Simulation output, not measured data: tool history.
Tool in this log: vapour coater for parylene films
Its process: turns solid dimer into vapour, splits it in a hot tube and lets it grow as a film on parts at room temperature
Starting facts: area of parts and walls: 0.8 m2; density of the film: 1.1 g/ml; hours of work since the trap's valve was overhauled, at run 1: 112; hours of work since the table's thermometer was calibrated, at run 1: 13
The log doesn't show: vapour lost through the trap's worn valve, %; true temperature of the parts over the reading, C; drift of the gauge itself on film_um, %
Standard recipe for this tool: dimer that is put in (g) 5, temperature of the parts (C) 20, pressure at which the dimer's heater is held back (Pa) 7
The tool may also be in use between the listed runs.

run   hour  dimer that is put in (g)  temperature of the parts (C)  pressure at which the dimer's heater is held back (Pa)  hours of work since the trap's valve was overhauled  hours of work since the table's thermometer was calibrated  thickness of the film (um)
  1      0                         5                            20                                                       7                                                  112                                                          13                        3.36
  2   27.4                         7                            20                                                       7                                                  126                                                          27                        4.68
  3   45.5                         7                            20                                                       7                                                  135                                                          36                        4.72
  4   80.1                         7                            27                                                       7                                                  153                                                          53                        3.94
  5  110.5                         5                            12                                                       7                                                  169                                                          69                        3.99
  6  136.7                         5                            12                                                       7                                                  182                                                          82                        3.99
  7  156.2                         5                            20                                                    5.51                                                  192                                                          92                         3.5
  8  183.7                         5                            20                                                       7                                                  206                                                         106                        3.27
  9  211.8                         5                            20                                                    3.05                                                  220                                                         120                        4.01
 10  234.2                         5                            20                                                    3.05                                                  232                                                         132                        3.96
 11  264.8                         5                            20                                                    3.05                                                  247                                                         147                        3.96
 12  299.5                         5                            20                                                    3.05                                                  265                                                         165                        3.96
 13  318.9                         5                            20                                                       7                                                  275                                                         175                        3.21
     332.9  -- trap's valve overhauled
 14  357.4                         5                            20                                                       7                                                   12                                                         193                        3.47
     360.4  -- table's thermometer calibrated
 15  382.9                         5                            20                                                       7                                                   25                                                          11                        3.49
 16  398.3                         5                            20                                                    3.99                                                   33                                                          19                        3.99
 17  423.1                         4                            20                                                    7.37                                                   45                                                          32                        2.72
 18  443.5                         4                            20                                                    7.37                                                   56                                                          42                        2.72
     449.6  -- table's thermometer calibrated, once more
 19  464.4                         5                            31                                                     5.8                                                   66                                                           8                        2.79
 20  484.9                         2                            20                                                    4.02                                                   76                                                          18                        1.57
 21  513.9                         5                            24                                                    3.66                                                   91                                                          33                         3.6
 22  537.4                         5                            24                                                    3.66                                                  103                                                          45                        3.62
 23  556.8                         5                            16                                                    7.44                                                  113                                                          55                        3.65
 24    586                         3                            30                                                    7.44                                                  128                                                          69                        1.59
 25    609                         3                            30                                                    7.44                                                  140                                                          81                        1.56
 26  641.5                         3                            16                                                    6.42                                                  156                                                          98                        2.26
 27  672.2                         3                            16                                                    6.42                                                  172                                                         113                        2.23
 28  692.8                         9                            17                                                   11.42                                                  182                                                         124                        5.67
 29  714.1                         3                            20                                                    5.13                                                  193                                                         135                        2.14
 30    734                         5                            22                                                    3.34                                                  203                                                         145                        3.79
 31    753                         5                            22                                                    4.43                                                  213                                                         155                        3.51

Per-run results on a tool with no hidden state, each run keeping its own random variation:
run  thickness of the film (um)
  1                         3.5
  2                        4.88
  3                        4.94
  4                        4.15
  5                        4.21
  6                        4.24
  7                        3.73
  8                        3.49
  9                         4.3
 10                        4.26
 11                        4.28
 12                         4.3
 13                         3.5
 14                        3.49
 15                        3.52
 16                        4.03
 17                        2.76
 18                        2.77
 19                        2.85
 20                         1.6
 21                        3.71
 22                        3.73
 23                        3.78
 24                        1.65
 25                        1.62
 26                        2.36
 27                        2.34
 28                        5.98
 29                        2.26
 30                        4.02
 31                        3.73

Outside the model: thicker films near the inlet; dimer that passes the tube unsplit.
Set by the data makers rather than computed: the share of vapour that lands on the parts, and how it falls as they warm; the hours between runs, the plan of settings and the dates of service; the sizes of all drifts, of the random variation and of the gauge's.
